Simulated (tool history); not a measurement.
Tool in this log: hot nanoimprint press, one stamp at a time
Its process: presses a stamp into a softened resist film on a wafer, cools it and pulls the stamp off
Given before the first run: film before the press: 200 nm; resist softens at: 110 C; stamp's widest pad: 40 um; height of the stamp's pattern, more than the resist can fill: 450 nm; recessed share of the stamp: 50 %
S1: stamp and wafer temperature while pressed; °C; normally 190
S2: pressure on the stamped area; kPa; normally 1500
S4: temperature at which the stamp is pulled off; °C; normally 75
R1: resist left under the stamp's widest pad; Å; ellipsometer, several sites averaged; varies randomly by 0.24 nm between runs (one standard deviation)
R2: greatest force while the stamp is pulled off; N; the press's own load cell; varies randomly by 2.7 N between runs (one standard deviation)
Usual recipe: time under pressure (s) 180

run 1 hour=0 | S1=190 S2=1500 time_under_pressure_(s)=180 S4=75 | R1=1115 R2=127
-- hour=23.6 plate thermocouple calibrated
run 2 hour=28.9 | S1=190 S2=1500 time_under_pressure_(s)=180 S4=71 | R1=1115 R2=128
run 3 hour=42.6 | S1=190 S2=1500 time_under_pressure_(s)=180 S4=75 | R1=1119 R2=128
run 4 hour=59.5 | S1=190 S2=1500 time_under_pressure_(s)=180 S4=75 | R1=1117 R2=129
run 5 hour=75.9 | S1=190 S2=1500 time_under_pressure_(s)=180 S4=75 | R1=1126 R2=126
run 6 hour=102.4 | S1=190 S2=1500 time_under_pressure_(s)=180 S4=75 | R1=1122 R2=131
run 7 hour=122.5 | S1=190 S2=1500 time_under_pressure_(s)=180 S4=75 | R1=1130 R2=123
run 8 hour=134.4 | S1=190 S2=1500 time_under_pressure_(s)=180 S4=75 | R1=1126 R2=124
run 9 hour=149.6 | S1=190 S2=1500 time_under_pressure_(s)=180 S4=75 | R1=1127 R2=125
run 10 hour=171.1 | S1=190 S2=1500 time_under_pressure_(s)=180 S4=75 | R1=1126 R2=127
-- hour=195.5 stamp cleaned and given a new release coat
run 11 hour=200.8 | S1=190 S2=1500 time_under_pressure_(s)=147 S4=75 | R1=1193 R2=125
run 12 hour=217.2 | S1=190 S2=1500 time_under_pressure_(s)=180 S4=75 | R1=1127 R2=128
run 13 hour=240.8 | S1=190 S2=1500 time_under_pressure_(s)=180 S4=60 | R1=1134 R2=149
run 14 hour=266.1 | S1=190 S2=1500 time_under_pressure_(s)=180 S4=60 | R1=1135 R2=148
-- hour=287.6 gauge calibrated
run 15 hour=287.6 | S1=190 S2=1350 time_under_pressure_(s)=134 S4=75 | R1=1273 R2=130
run 16 hour=305.8 | S1=190 S2=1350 time_under_pressure_(s)=134 S4=75 | R1=1271 R2=126
run 17 hour=323.8 | S1=200 S2=1630 time_under_pressure_(s)=180 S4=75 | R1=728 R2=127
run 18 hour=340.9 | S1=188 S2=1500 time_under_pressure_(s)=180 S4=75 | R1=1200 R2=127
run 19 hour=354.4 | S1=190 S2=1750 time_under_pressure_(s)=126 S4=75 | R1=1161 R2=127
run 20 hour=378.8 | S1=201 S2=2110 time_under_pressure_(s)=109 S4=63 | R1=726 R2=147
run 21 hour=393.1 | S1=201 S2=2110 time_under_pressure_(s)=109 S4=63 | R1=726 R2=150
-- hour=419.2 press's hydraulic seals changed and the load cell set to zero
-- hour=423.5 plate thermocouple calibrated
run 22 hour=430.5 | S1=190 S2=1500 time_under_pressure_(s)=346 S4=82 | R1=914 R2=118
run 23 hour=451.9 | S1=190 S2=1500 time_under_pressure_(s)=346 S4=82 | R1=917 R2=116
run 24 hour=473.2 | S1=190 S2=1500 time_under_pressure_(s)=180 S4=67 | R1=1129 R2=137

Forecast each of these 3 alternatives for the next run:
run A hour=484.6 | S1=191 S2=1020 time_under_pressure_(s)=180 S4=66 | R1=? R2=?
run B hour=484.6 | S1=190 S2=1500 time_under_pressure_(s)=180 S4=75 | R1=? R2=?
run C hour=484.6 | S1=190 S2=1290 time_under_pressure_(s)=180 S4=67 | R1=? R2=?

run=A R1=1298 R2=133
run=B R1=1131 R2=126
run=C R1=1213 R2=137
With no hidden state in the tool, these same runs would have given:
run=A R1=1283 R2=133
run=B R1=1117 R2=125
run=C R1=1199 R2=136

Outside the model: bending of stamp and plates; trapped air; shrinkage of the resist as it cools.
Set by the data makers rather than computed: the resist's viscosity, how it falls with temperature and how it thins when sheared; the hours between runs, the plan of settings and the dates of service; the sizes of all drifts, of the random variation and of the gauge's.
